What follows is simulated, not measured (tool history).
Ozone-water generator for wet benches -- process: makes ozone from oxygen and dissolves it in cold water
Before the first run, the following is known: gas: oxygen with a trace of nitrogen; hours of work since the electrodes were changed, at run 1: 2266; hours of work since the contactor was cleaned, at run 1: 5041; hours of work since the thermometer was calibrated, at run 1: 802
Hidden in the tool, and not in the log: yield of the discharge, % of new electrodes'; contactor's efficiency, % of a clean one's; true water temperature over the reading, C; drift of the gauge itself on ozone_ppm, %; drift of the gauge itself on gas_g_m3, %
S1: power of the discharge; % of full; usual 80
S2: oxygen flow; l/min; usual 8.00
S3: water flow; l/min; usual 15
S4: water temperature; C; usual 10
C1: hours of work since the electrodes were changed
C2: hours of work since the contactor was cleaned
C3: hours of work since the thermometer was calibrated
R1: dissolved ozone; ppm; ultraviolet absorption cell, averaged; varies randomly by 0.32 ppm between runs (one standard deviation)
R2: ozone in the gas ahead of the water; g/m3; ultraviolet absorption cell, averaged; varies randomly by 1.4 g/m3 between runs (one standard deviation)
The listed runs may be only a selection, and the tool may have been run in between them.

run,day,S1,S2,S3,S4,C1,C2,C3,R1,R2
1,0.000,80,8.00,15,10,2266,5041,802,50.5,257.0
2,4.608,80,8.00,15,10,2367,5142,903,50.4,257.7
3,8.975,80,8.00,15,10,2462,5237,998,50.4,259.1
# day 14.912: contactor cleaned
4,15.075,80,8.00,15,10,2592,4,1128,50.1,260.9
5,19.408,80,8.00,15,10,2687,98,1223,50.5,260.9
6,24.025,80,8.00,15,10,2788,199,1324,50.5,261.4
7,32.462,80,8.00,15,10,2972,384,1508,51.0,263.4
8,38.729,80,8.00,15,10,3109,521,1645,50.3,262.7
9,45.446,82,8.00,12,7,3256,668,1792,62.7,267.6
10,50.800,80,10.18,15,7,3373,785,1909,52.2,232.4
11,55.838,80,10.18,15,7,3484,895,2020,52.0,232.4
12,61.633,80,10.18,15,7,3610,1022,2146,51.7,231.7

Forecast each of these 4 alternatives for the next run:
A,68.346,54,12.32,12,7,3757,1169,2293,?,?
B,68.346,62,8.00,18,10,3757,1169,2293,?,?
C,68.346,84,8.00,15,10,3757,1169,2293,?,?
D,68.346,80,9.91,21,10,3757,1169,2293,?,?

run,R1,R2
A,40.6,149.8
B,35.5,211.0
C,52.2,275.8
D,38.9,237.6
Had the tool no hidden state, the same runs would have come out as:
run,R1,R2
A,40.6,146.1
B,35.5,205.7
C,52.2,268.9
D,39.0,231.7

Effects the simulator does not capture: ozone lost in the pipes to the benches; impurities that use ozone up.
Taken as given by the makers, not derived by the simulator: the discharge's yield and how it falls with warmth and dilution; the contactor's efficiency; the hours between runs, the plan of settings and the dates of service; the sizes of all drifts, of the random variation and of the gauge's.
